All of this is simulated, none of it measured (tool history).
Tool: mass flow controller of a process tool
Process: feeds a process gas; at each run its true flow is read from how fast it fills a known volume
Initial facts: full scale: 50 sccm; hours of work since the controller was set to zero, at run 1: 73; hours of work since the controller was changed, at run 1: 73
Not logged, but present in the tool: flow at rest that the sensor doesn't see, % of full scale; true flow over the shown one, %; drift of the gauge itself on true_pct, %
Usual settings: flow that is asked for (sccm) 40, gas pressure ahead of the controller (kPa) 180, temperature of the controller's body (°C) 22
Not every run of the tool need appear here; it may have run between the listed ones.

| run | hour | flow that is asked for (sccm) | gas pressure ahead of the controller (kPa) | temperature of the controller's body (°C) | hours of work since the controller was set to zero | hours of work since the controller was changed | true flow (%) |
|---|---|---|---|---|---|---|---|
| 1 | 0 | 40 | 180 | 22 | 73 | 73 | 99.47 |
| 2 | 211.2 | 40 | 180 | 22 | 167 | 167 | 99.46 |
| 3 | 396.8 | 40 | 180 | 22 | 250 | 250 | 99.45 |
| 4 | 529.4 | 10 | 180 | 22 | 309 | 309 | 97.79 |
| 5 | 776.6 | 40 | 180 | 22 | 420 | 420 | 99.51 |
| 6 | 949.4 | 40 | 180 | 22 | 497 | 497 | 99.45 |
| 7 | 1198.4 | 40 | 180 | 26 | 608 | 608 | 99.28 |
| 8 | 1461.5 | 40 | 180 | 26 | 725 | 725 | 99.27 |
| 9 | 1614 | 40 | 180 | 26 | 793 | 793 | 99.25 |
| 10 | 1729.7 | 40 | 180 | 26 | 845 | 845 | 99.34 |
| 11 | 1916.8 | 16 | 180 | 22 | 928 | 928 | 98.09 |
| 12 | 2041.3 | 16 | 180 | 22 | 984 | 984 | 98.06 |
| 13 | 2283.5 | 16 | 180 | 22 | 1092 | 1092 | 98.14 |
| 14 | 2533.4 | 16 | 180 | 22 | 1203 | 1203 | 98.08 |
| 15 | 2788.7 | 40 | 180 | 22 | 1317 | 1317 | 99.46 |
| 16 | 3014.9 | 8 | 180 | 22 | 1418 | 1418 | 97.66 |
| 17 | 3264.3 | 8 | 180 | 22 | 1529 | 1529 | 97.64 |
| 18 | 3468.8 | 8 | 180 | 22 | 1621 | 1621 | 97.65 |
| 19 | 3584.7 | 8 | 180 | 22 | 1672 | 1672 | 97.61 |
| 20 | 3736.3 | 28 | 170 | 20 | 1740 | 1740 | 98.92 |
| 21 | 3900.6 | 28 | 170 | 20 | 1813 | 1813 | 98.79 |
| 22 | 4139.7 | 28 | 170 | 20 | 1920 | 1920 | 98.84 |
| 23 | 4319.6 | 28 | 170 | 20 | 2000 | 2000 | 98.84 |
| 24 | 4453.9 | 40 | 151 | 22 | 2060 | 2060 | 99.37 |
| 25 | 4653.8 | 40 | 230 | 22 | 2149 | 2149 | 99.74 |
| 26 | 4877.9 | 16 | 205 | 38 | 2249 | 2249 | 97.42 |
| 27 | 5084.1 | 12 | 180 | 22 | 2341 | 2341 | 97.88 |
| 28 | 5261.6 | 44 | 238 | 26 | 2420 | 2420 | 99.81 |
| 29 | 5493.6 | 44 | 238 | 26 | 2524 | 2524 | 99.85 |
| 30 | 5753.3 | 44 | 238 | 26 | 2640 | 2640 | 99.84 |
| 31 | 5936.3 | 40 | 149 | 30 | 2721 | 2721 | 98.89 |
| 32 | 6178.2 | 48 | 180 | 23 | 2829 | 2829 | 99.83 |

Branching from run 32: 3 alternative next runs. What would each branch give?
| A | 6368.5 | 40 | 180 | 21 | 2914 | 2914 | ? |
| B | 6368.5 | 15 | 180 | 23 | 2914 | 2914 | ? |
| C | 6368.5 | 14 | 251 | 24 | 2914 | 2914 | ? |

| run | true flow (%) |
|---|---|
| A | 99.52 |
| B | 97.95 |
| C | 98.24 |
Without the tool's hidden state the same runs would have given:
| run | true flow (%) |
|---|---|
| A | 99.52 |
| B | 97.95 |
| C | 98.24 |
